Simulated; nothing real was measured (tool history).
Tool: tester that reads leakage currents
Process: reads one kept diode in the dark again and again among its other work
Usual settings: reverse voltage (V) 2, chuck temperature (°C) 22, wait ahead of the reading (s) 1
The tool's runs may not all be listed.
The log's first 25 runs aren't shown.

run	hour	reverse voltage (V)	chuck temperature (°C)	wait ahead of the reading (s)	hours of work since the probe card was cleaned	hours of work since the tester was calibrated	hours of work since the chuck was calibrated	current that the tester gives (pA)
26	1657.5	18.17	22	1.63	2079	2320	312	191.12
27	1728.7	15.25	27	0.63	2128	2369	360	237.89
28	1808.3	15.25	27	0.63	2182	2423	415	237.45
29	1877.2	3.19	47	1	2229	2471	462	336.36
30	1946.5	3.19	47	1	2277	2518	509	336.99
31	1993.9	6.1	22	1	2309	2550	542	93.81
32	2038.4	9.36	29	1	2339	2581	572	195.31
33	2130.3	9.36	29	3.37	2402	2644	635	194.17
# hour 2138.3: probe card cleaned and baked
34	2172.2	15.64	22	2	23	2670	662	139.04
35	2258.7	2	22	0.94	82	2730	721	41.38
36	2349.4	4.53	58	6.47	144	2792	783	793.62
37	2399.8	6.05	25	7.51	179	2826	818	98.01
38	2469.4	6.05	25	7.51	227	2874	865	98.57
39	2545.1	6.05	25	7.51	278	2926	917	98.33
40	2627.5	6.05	25	7.51	335	2982	973	98.21

Forecast each of these 4 alternatives for the next run:
A	2674.9	7.47	21	2.86	367	3014	1006	?
B	2674.9	6.05	25	7.36	367	3014	1006	?
C	2674.9	5.94	29	1	367	3014	1006	?
D	2674.9	6.05	38	0.36	367	3014	1006	?

run	current that the tester gives (pA)
A	81.98
B	97.27
C	130.17
D	253.47
Without the tool's hidden state the same runs would have given:
run	current that the tester gives (pA)
A	87.48
B	104.56
C	140.25
D	273.41
